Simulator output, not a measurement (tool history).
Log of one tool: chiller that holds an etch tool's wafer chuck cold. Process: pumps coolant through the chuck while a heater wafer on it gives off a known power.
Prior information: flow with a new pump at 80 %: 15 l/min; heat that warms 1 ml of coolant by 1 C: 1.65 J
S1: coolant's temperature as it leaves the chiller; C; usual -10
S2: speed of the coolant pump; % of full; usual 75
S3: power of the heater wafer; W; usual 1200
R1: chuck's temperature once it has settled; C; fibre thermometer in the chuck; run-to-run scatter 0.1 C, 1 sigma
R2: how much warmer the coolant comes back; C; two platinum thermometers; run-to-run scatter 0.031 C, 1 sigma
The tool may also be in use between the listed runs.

Run 1, hour 0: usual settings. Result: R1 4.8 C, R2 3.14 C.
Run 2, hour 28.4: usual settings. Result: R1 4.8 C, R2 3.14 C.
Run 3, hour 51.2: usual settings. Result: R1 4.8 C, R2 3.1 C.
Run 4, hour 100.5: usual settings. Result: R1 4.7 C, R2 3.05 C.
Run 5, hour 134: usual settings. Result: R1 4.8 C, R2 3.01 C.
Run 6, hour 157.4: usual settings. Result: R1 4.7 C, R2 3.04 C.
Run 7, hour 196: usual settings but S2 84 % of full. Result: R1 3.3 C, R2 2.65 C.
At hour 211.4: coolant changed, channels flushed.
Run 8, hour 255.7: usual settings but S1 -14 C. Result: R1 0.8 C, R2 3.01 C.
Run 9, hour 303.3: usual settings but S1 -11 C. Result: R1 3.7 C, R2 2.98 C.
Run 10, hour 338.8: usual settings but S2 69 % of full. Result: R1 5.9 C, R2 3.31 C.
Run 11, hour 366.3: usual settings but S2 69 % of full. Result: R1 5.8 C, R2 3.25 C.
Run 12, hour 390.8: usual settings but S1 -19 C, S2 97 % of full, S3 1270 W. Result: R1 -6.4 C, R2 2.35 C.
Run 13, hour 423.3: usual settings but S1 -19 C, S2 97 % of full, S3 1270 W. Result: R1 -6.5 C, R2 2.34 C.
Run 14, hour 446: usual settings but S1 -19 C, S2 97 % of full, S3 1270 W. Result: R1 -6.8 C, R2 2.31 C.
Run 15, hour 485.4: usual settings but S1 -15 C, S2 61 % of full, S3 979 W. Result: R1 -0.6 C, R2 2.95 C.
Run 16, hour 509.4: usual settings but S1 -18 C, S2 83 % of full, S3 1606 W. Result: R1 0 C, R2 3.51 C.
Run 17, hour 536.4: usual settings but S1 -5 C, S3 1429 W. Result: R1 12.6 C, R2 3.54 C.
Run 18, hour 587.2: usual settings but S1 -5 C, S3 1429 W. Result: R1 12.5 C, R2 3.49 C.
Run 19, hour 615.4: usual settings but S1 -5 C, S3 1429 W. Result: R1 12.7 C, R2 3.48 C.

Forecast each of these 3 alternatives for the next run:
Run A, hour 644.6: usual settings but S1 -14 C, S3 1429 W. Result: R1 ?, R2 ?.
Run B, hour 644.6: usual settings but S1 -7 C, S3 1026 W. Result: R1 ?, R2 ?.
Run C, hour 644.6: usual settings but S2 81 % of full. Result: R1 ?, R2 ?.

run   R1    R2
  A  3.6  3.41
  B  5.7  2.45
  C  3.8  2.63
Without the tool's hidden state the same runs would have given:
run   R1    R2
  A  3.5  3.68
  B  5.7  2.72
  C  3.8  2.89
